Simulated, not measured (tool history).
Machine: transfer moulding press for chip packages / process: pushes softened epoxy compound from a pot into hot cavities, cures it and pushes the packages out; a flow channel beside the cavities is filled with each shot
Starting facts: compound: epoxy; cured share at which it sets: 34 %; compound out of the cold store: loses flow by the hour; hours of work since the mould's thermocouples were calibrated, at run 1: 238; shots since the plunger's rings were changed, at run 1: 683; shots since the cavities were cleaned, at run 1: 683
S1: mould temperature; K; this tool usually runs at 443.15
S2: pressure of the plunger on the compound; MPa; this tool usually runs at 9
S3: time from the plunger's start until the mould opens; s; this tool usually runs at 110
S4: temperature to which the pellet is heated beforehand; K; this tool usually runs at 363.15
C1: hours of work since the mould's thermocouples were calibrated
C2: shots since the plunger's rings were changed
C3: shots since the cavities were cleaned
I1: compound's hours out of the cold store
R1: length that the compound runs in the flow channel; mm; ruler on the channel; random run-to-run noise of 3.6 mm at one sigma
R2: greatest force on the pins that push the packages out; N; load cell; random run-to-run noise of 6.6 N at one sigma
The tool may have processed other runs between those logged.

Run 1, day 0: usual settings; C1 238; C2 683; C3 683; I1 16.7. Result: R1 853 mm, R2 267 N.
At day 0.683: cavities cleaned with cleaning compound and waxed.
Run 2, day 1.854: usual settings; C1 271; C2 1186; C3 328; I1 27.8. Result: R1 807 mm, R2 277 N.
Run 3, day 3.396: usual settings; C1 299; C2 1617; C3 759; I1 11.6. Result: R1 874 mm, R2 289 N.
At day 3.767: cavities cleaned with cleaning compound and waxed.
Run 4, day 5.362: usual settings; C1 334; C2 2151; C3 448; I1 32.4. Result: R1 790 mm, R2 270 N.
Run 5, day 6.654: usual settings but S4 367.15 K; C1 357; C2 2513; C3 810; I1 45.9. Result: R1 738 mm, R2 260 N.
At day 6.838: cavities cleaned with cleaning compound and waxed.
Run 6, day 8.388: usual settings but S4 367.15 K; C1 388; C2 2981; C3 435; I1 26.1. Result: R1 817 mm, R2 269 N.
Run 7, day 9.821: usual settings but S4 367.15 K; C1 414; C2 3383; C3 837; I1 25.9. Result: R1 819 mm, R2 266 N.
At day 10.029: cavities cleaned with cleaning compound and waxed.
Run 8, day 10.879: usual settings but S4 367.15 K; C1 433; C2 3663; C3 239; I1 12.4. Result: R1 874 mm, R2 282 N.
Run 9, day 12.383: usual settings; C1 460; C2 4084; C3 660; I1 47.7. Result: R1 733 mm, R2 266 N.
At day 13.242: cavities cleaned with cleaning compound and waxed.
Run 10, day 13.496: usual settings but S2 10.83 MPa, S4 355.15 K; C1 479; C2 4378; C3 72; I1 23.4. Result: R1 903 mm, R2 278 N.
At day 14.1: plunger's sealing rings changed.
Run 11, day 14.917: usual settings but S2 10.83 MPa, S4 355.15 K; C1 503; C2 229; C3 441; I1 47. Result: R1 810 mm, R2 262 N.
At day 16.479: cavities cleaned with cleaning compound and waxed.
Run 12, day 16.558: usual settings but S2 10.83 MPa, S4 355.15 K; C1 532; C2 672; C3 22; I1 37.9. Result: R1 844 mm, R2 260 N.
At day 16.758: mould's thermocouples calibrated.
Run 13, day 17.888: usual settings but S1 442.15 K, S2 9.08 MPa, S3 145 s, S4 366.15 K; C1 21; C2 1021; C3 371; I1 19.6. Result: R1 845 mm, R2 228 N.
At day 19.721: cavities cleaned with cleaning compound and waxed.
Run 14, day 19.721: usual settings but S1 442.15 K, S2 9.96 MPa, S3 102 s, S4 368.15 K; C1 53; C2 1517; C3 0; I1 19.3. Result: R1 897 mm, R2 336 N.
Run 15, day 20.75: usual settings but S1 451.15 K, S2 9.96 MPa, S3 102 s, S4 368.15 K; C1 72; C2 1805; C3 288; I1 30.6. Result: R1 799 mm, R2 213 N.
Run 16, day 21.954: usual settings but S4 356.15 K; C1 94; C2 2143; C3 626; I1 31.8. Result: R1 791 mm, R2 275 N.
At day 22.871: cavities cleaned with cleaning compound and waxed.
Run 17, day 23.492: usual settings but S1 437.15 K, S4 354.15 K; C1 121; C2 2556; C3 174; I1 39.5. Result: R1 786 mm, R2 396 N.

Branching from run 17: 4 alternative next runs. What would each branch give?
Run A, day 24.875: usual settings but S1 445.15 K, S3 106 s, S4 372.15 K; C1 147; C2 2944; C3 562; I1 15.9. Result: R1 ?, R2 ?.
Run B, day 24.875: usual settings but S1 450.15 K, S2 10.89 MPa, S3 101 s, S4 354.15 K; C1 147; C2 2944; C3 562; I1 46.8. Result: R1 ?, R2 ?.
Run C, day 24.875: usual settings but S1 437.15 K, S2 8.13 MPa, S4 365.15 K; C1 147; C2 2944; C3 562; I1 16.4. Result: R1 ?, R2 ?.
Run D, day 24.875: usual settings but S1 444.15 K; C1 147; C2 2944; C3 562; I1 11.6. Result: R1 ?, R2 ?.

run   R1   R2
  A  851  264
  B  790  231
  C  844  436
  D  877  265
Had the tool no hidden state, the same runs would have come out as:
run   R1   R2
  A  852  261
  B  791  228
  C  845  431
  D  877  262
